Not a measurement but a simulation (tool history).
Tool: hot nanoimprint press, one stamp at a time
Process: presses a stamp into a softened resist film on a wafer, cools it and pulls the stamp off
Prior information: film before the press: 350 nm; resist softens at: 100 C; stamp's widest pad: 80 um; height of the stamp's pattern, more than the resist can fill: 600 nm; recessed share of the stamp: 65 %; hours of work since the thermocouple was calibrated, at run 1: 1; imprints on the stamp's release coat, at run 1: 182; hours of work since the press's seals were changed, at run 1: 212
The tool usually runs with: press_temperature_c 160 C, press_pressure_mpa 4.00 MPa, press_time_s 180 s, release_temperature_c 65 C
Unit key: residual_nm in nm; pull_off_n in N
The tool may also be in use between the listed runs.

run   hour  press_temperature_c  press_pressure_mpa  press_time_s  release_temperature_c  hours of work since the thermocouple was calibrated  imprints on the stamp's release coat  hours of work since the press's seals were changed  residual_nm  pull_off_n
  1    0.0                  160                4.00           180                     65                                                    1                                   182                                                 212        136.5         128
  2    8.2                  160                4.00           180                     65                                                    7                                   206                                                 218        137.2         128
  3   17.0                  160                4.00           180                     65                                                   14                                   233                                                 224        136.0         129
  4   23.1                  160                4.00           180                     65                                                   18                                   251                                                 229        136.9         127
  5   34.5                  160                4.00           180                     55                                                   27                                   286                                                 237        136.9         150
  6   43.8                  160                4.00           180                     55                                                   33                                   314                                                 244        135.8         157
  7   51.8                  160                4.00           180                     55                                                   39                                   338                                                 250        137.7         158
  8   64.0                  160                4.00           180                     70                                                   48                                   374                                                 259        135.0         122
  9   76.9                  160                4.00           180                     73                                                   58                                   413                                                 268        135.6         111
 10   84.3                  160                4.00           180                     67                                                   63                                   436                                                 274        136.8         127
 11   98.0                  160                4.00           180                     67                                                   73                                   477                                                 284        135.5         128
 12  104.4                  160                4.00           180                     65                                                   78                                   496                                                 288        135.2         137
 13  114.9                  160                4.00           180                     65                                                   85                                   528                                                 296        136.5         136
 14  126.1                  160                4.00           180                     68                                                   94                                   562                                                 304        137.3         137
 15  140.1                  160                4.00           180                     68                                                  104                                   604                                                 315        135.8         134
 16  148.9                  150                4.43           107                     65                                                  110                                   630                                                 321        236.0         141
 17  158.6                  150                4.43           216                     54                                                  117                                   660                                                 328        194.2         178
 18  170.7                  151                3.58           180                     51                                                  126                                   696                                                 337        217.1         193
 19  182.6                  151                3.58           180                     51                                                  135                                   732                                                 346        215.9         195
 20  191.2                  157                3.40           277                     64                                                  141                                   758                                                 352        148.9         151
 21  200.9                  157                2.44           283                     64                                                  148                                   787                                                 359        177.2         153
 22  209.9                  157                2.44           283                     64                                                  155                                   814                                                 366        176.6         147
 23  216.4                  157                2.44           283                     64                                                  160                                   834                                                 370        178.7         152
 24  223.9                  149                3.37           344                     65                                                  165                                   856                                                 376        201.5         144
 25  231.3                  170                6.25           347                     65                                                  171                                   879                                                 381         52.7         156
 26  239.8                  160                4.00           120                     58                                                  177                                   904                                                 388        156.1         177
 27  252.0                  162                4.00           297                     61                                                  186                                   941                                                 397        102.7         166
 28  263.8                  161                2.88           141                     70                                                  195                                   977                                                 405        169.8         139
 29  274.5                  161                2.88           141                     70                                                  202                                  1009                                                 413        167.9         145
 30  283.2                  171                4.00           233                     65                                                  209                                  1035                                                 419         75.7         158

Selected run-to-run steps in residual_nm, each split into two signed amounts: the part the tool would show with no hidden state at all (from settings, incoming material and random variation), and the remainder, which goes to the hidden state together with any gauge scatter not common to the measured and the hidden-state-free results:
The hidden state here: true temperature over the reading, C; pressure that arrives at the usual setting, %; grip of the stamp's worn release coat, % over a new coat's; drift of the gauge itself on residual_nm, %; drift of the gauge itself on pull_off_n, %.
Run 15 -> 16: press_temperature_c 160 -> 150, press_pressure_mpa 4.00 -> 4.43, press_time_s 180 -> 107, release_temperature_c 68 -> 65. residual_nm +100.2 nm: hidden state -0.1, all else +100.3.
Run 24 -> 25: press_temperature_c 149 -> 170, press_pressure_mpa 3.37 -> 6.25, press_time_s 344 -> 347. residual_nm -148.8 nm: hidden state +1.6, all else -150.4.
Run 25 -> 26: press_temperature_c 170 -> 160, press_pressure_mpa 6.25 -> 4.00, press_time_s 347 -> 120, release_temperature_c 65 -> 58. residual_nm +103.4 nm: hidden state -0.9, all else +104.3.
Run 29 -> 30: press_temperature_c 161 -> 171, press_pressure_mpa 2.88 -> 4.00, press_time_s 141 -> 233, release_temperature_c 70 -> 65. residual_nm -92.2 nm: hidden state +1.2, all else -93.4.
